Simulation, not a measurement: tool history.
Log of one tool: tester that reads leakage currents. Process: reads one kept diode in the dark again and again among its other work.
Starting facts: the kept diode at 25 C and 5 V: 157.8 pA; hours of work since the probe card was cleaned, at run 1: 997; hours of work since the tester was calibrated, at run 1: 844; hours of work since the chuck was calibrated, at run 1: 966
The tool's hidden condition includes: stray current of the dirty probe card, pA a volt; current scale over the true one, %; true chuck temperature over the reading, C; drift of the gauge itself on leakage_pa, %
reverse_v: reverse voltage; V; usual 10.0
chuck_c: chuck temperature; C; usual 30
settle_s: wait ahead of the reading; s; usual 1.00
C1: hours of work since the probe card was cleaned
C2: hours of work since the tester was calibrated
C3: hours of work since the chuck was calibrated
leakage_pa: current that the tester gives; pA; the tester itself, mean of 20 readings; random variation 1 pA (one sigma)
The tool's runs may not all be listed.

{"run": 1, "hour": 0.0, "reverse_v": 10.0, "chuck_c": 30, "settle_s": 1.0, "C1": 997, "C2": 844, "C3": 966, "leakage_pa": 365.05}
{"run": 2, "hour": 26.6, "reverse_v": 10.0, "chuck_c": 30, "settle_s": 1.0, "C1": 1012, "C2": 859, "C3": 981, "leakage_pa": 365.56}
{"run": 3, "hour": 54.8, "reverse_v": 10.0, "chuck_c": 30, "settle_s": 1.0, "C1": 1028, "C2": 875, "C3": 997, "leakage_pa": 363.87}
{"run": 4, "hour": 72.2, "reverse_v": 10.0, "chuck_c": 30, "settle_s": 1.0, "C1": 1038, "C2": 885, "C3": 1007, "leakage_pa": 362.69}
{"run": 5, "hour": 98.2, "reverse_v": 10.0, "chuck_c": 30, "settle_s": 0.93, "C1": 1053, "C2": 899, "C3": 1022, "leakage_pa": 363.01}
{"run": 6, "hour": 130.0, "reverse_v": 10.0, "chuck_c": 30, "settle_s": 1.0, "C1": 1071, "C2": 917, "C3": 1040, "leakage_pa": 364.45}
{"run": 7, "hour": 151.2, "reverse_v": 10.0, "chuck_c": 30, "settle_s": 1.0, "C1": 1083, "C2": 929, "C3": 1051, "leakage_pa": 366.43}
{"run": 8, "hour": 170.0, "reverse_v": 10.0, "chuck_c": 30, "settle_s": 1.0, "C1": 1093, "C2": 940, "C3": 1062, "leakage_pa": 366.42}
{"run": 9, "hour": 202.2, "reverse_v": 10.0, "chuck_c": 30, "settle_s": 1.0, "C1": 1111, "C2": 958, "C3": 1080, "leakage_pa": 365.62}
{"run": 10, "hour": 236.1, "reverse_v": 10.0, "chuck_c": 30, "settle_s": 1.0, "C1": 1130, "C2": 977, "C3": 1099, "leakage_pa": 367.48}
{"run": 11, "hour": 258.5, "reverse_v": 2.0, "chuck_c": 30, "settle_s": 1.0, "C1": 1143, "C2": 990, "C3": 1112, "leakage_pa": 180.15}
{"run": 12, "hour": 282.4, "reverse_v": 2.0, "chuck_c": 30, "settle_s": 1.0, "C1": 1156, "C2": 1003, "C3": 1125, "leakage_pa": 179.8}
{"run": 13, "hour": 300.7, "reverse_v": 2.0, "chuck_c": 30, "settle_s": 1.0, "C1": 1167, "C2": 1013, "C3": 1136, "leakage_pa": 180.15}
{"run": 14, "hour": 321.1, "reverse_v": 2.0, "chuck_c": 30, "settle_s": 1.0, "C1": 1178, "C2": 1025, "C3": 1147, "leakage_pa": 180.19}
{"run": 15, "hour": 359.3, "reverse_v": 2.0, "chuck_c": 30, "settle_s": 1.0, "C1": 1200, "C2": 1046, "C3": 1169, "leakage_pa": 180.63}
{"run": 16, "hour": 379.0, "reverse_v": 2.0, "chuck_c": 30, "settle_s": 1.0, "C1": 1211, "C2": 1057, "C3": 1180, "leakage_pa": 181.13}
{"run": 17, "hour": 418.9, "reverse_v": 10.0, "chuck_c": 30, "settle_s": 1.0, "C1": 1233, "C2": 1080, "C3": 1202, "leakage_pa": 369.62}
{"run": 18, "hour": 450.0, "reverse_v": 10.0, "chuck_c": 30, "settle_s": 1.0, "C1": 1251, "C2": 1097, "C3": 1220, "leakage_pa": 368.5}
{"run": 19, "hour": 466.7, "reverse_v": 10.2, "chuck_c": 30, "settle_s": 1.0, "C1": 1260, "C2": 1107, "C3": 1229, "leakage_pa": 372.73}
{"run": 20, "hour": 504.7, "reverse_v": 8.7, "chuck_c": 30, "settle_s": 1.0, "C1": 1281, "C2": 1128, "C3": 1250, "leakage_pa": 344.84}
{"run": 21, "hour": 535.6, "reverse_v": 1.2, "chuck_c": 30, "settle_s": 1.0, "C1": 1299, "C2": 1146, "C3": 1268, "leakage_pa": 145.34}
{"run": 22, "hour": 555.7, "reverse_v": 1.2, "chuck_c": 30, "settle_s": 1.0, "C1": 1310, "C2": 1157, "C3": 1279, "leakage_pa": 144.29}
{"run": 23, "hour": 585.1, "reverse_v": 8.8, "chuck_c": 30, "settle_s": 7.17, "C1": 1327, "C2": 1173, "C3": 1296, "leakage_pa": 347.12}
{"run": 24, "hour": 612.1, "reverse_v": 14.7, "chuck_c": 36, "settle_s": 7.17, "C1": 1342, "C2": 1189, "C3": 1311, "leakage_pa": 753.39}
{"run": 25, "hour": 641.9, "reverse_v": 5.8, "chuck_c": 38, "settle_s": 4.5, "C1": 1359, "C2": 1205, "C3": 1328, "leakage_pa": 596.87}
{"run": 26, "hour": 675.3, "reverse_v": 5.8, "chuck_c": 38, "settle_s": 4.5, "C1": 1377, "C2": 1224, "C3": 1346, "leakage_pa": 596.77}
{"run": 27, "hour": 709.5, "reverse_v": 4.1, "chuck_c": 41, "settle_s": 0.31, "C1": 1397, "C2": 1243, "C3": 1366, "leakage_pa": 672.64}
{"run": 28, "hour": 727.0, "reverse_v": 4.1, "chuck_c": 41, "settle_s": 0.31, "C1": 1407, "C2": 1253, "C3": 1375, "leakage_pa": 672.13}
{"run": 29, "hour": 763.7, "reverse_v": 2.5, "chuck_c": 30, "settle_s": 3.52, "C1": 1427, "C2": 1274, "C3": 1396, "leakage_pa": 200.3}
{"run": 30, "hour": 780.3, "reverse_v": 2.5, "chuck_c": 30, "settle_s": 3.52, "C1": 1437, "C2": 1283, "C3": 1405, "leakage_pa": 201.04}
{"run": 31, "hour": 820.9, "reverse_v": 6.5, "chuck_c": 25, "settle_s": 7.85, "C1": 1459, "C2": 1306, "C3": 1428, "leakage_pa": 191.49}
{"run": 32, "hour": 861.7, "reverse_v": 2.1, "chuck_c": 51, "settle_s": 7.85, "C1": 1482, "C2": 1329, "C3": 1451, "leakage_pa": 1159.41}
{"run": 33, "hour": 879.9, "reverse_v": 10.0, "chuck_c": 40, "settle_s": 5.84, "C1": 1493, "C2": 1339, "C3": 1461, "leakage_pa": 912.66}
{"run": 34, "hour": 902.8, "reverse_v": 10.0, "chuck_c": 25, "settle_s": 5.84, "C1": 1505, "C2": 1352, "C3": 1474, "leakage_pa": 233.51}
{"run": 35, "hour": 938.7, "reverse_v": 10.0, "chuck_c": 25, "settle_s": 5.84, "C1": 1526, "C2": 1372, "C3": 1495, "leakage_pa": 233.05}
{"run": 36, "hour": 979.6, "reverse_v": 10.0, "chuck_c": 25, "settle_s": 5.84, "C1": 1549, "C2": 1395, "C3": 1518, "leakage_pa": 232.11}
{"run": 37, "hour": 999.2, "reverse_v": 10.0, "chuck_c": 25, "settle_s": 1.18, "C1": 1560, "C2": 1406, "C3": 1529, "leakage_pa": 236.38}
{"run": 38, "hour": 1023.5, "reverse_v": 14.9, "chuck_c": 30, "settle_s": 4.43, "C1": 1573, "C2": 1420, "C3": 1542, "leakage_pa": 445.08}
{"run": 39, "hour": 1061.6, "reverse_v": 14.9, "chuck_c": 30, "settle_s": 4.43, "C1": 1595, "C2": 1442, "C3": 1564, "leakage_pa": 445.19}

Predict each of these 4 candidate next runs independently; none follows another, all start after run 39:
{"run": "A", "hour": 1091.7, "reverse_v": 10.0, "chuck_c": 35, "settle_s": 3.68, "C1": 1612, "C2": 1458, "C3": 1581, "leakage_pa": "?"}
{"run": "B", "hour": 1091.7, "reverse_v": 3.9, "chuck_c": 22, "settle_s": 1.0, "C1": 1612, "C2": 1458, "C3": 1581, "leakage_pa": "?"}
{"run": "C", "hour": 1091.7, "reverse_v": 4.6, "chuck_c": 30, "settle_s": 5.79, "C1": 1612, "C2": 1458, "C3": 1581, "leakage_pa": "?"}
{"run": "D", "hour": 1091.7, "reverse_v": 11.9, "chuck_c": 33, "settle_s": 0.74, "C1": 1612, "C2": 1458, "C3": 1581, "leakage_pa": "?"}

run=A leakage_pa=592.80
run=B leakage_pa=116.39
run=C leakage_pa=264.07
run=D leakage_pa=536.56
Had the tool no hidden state, the same runs would have come out as:
run=A leakage_pa=550.72
run=B leakage_pa=106.68
run=C leakage_pa=244.81
run=D leakage_pa=496.91
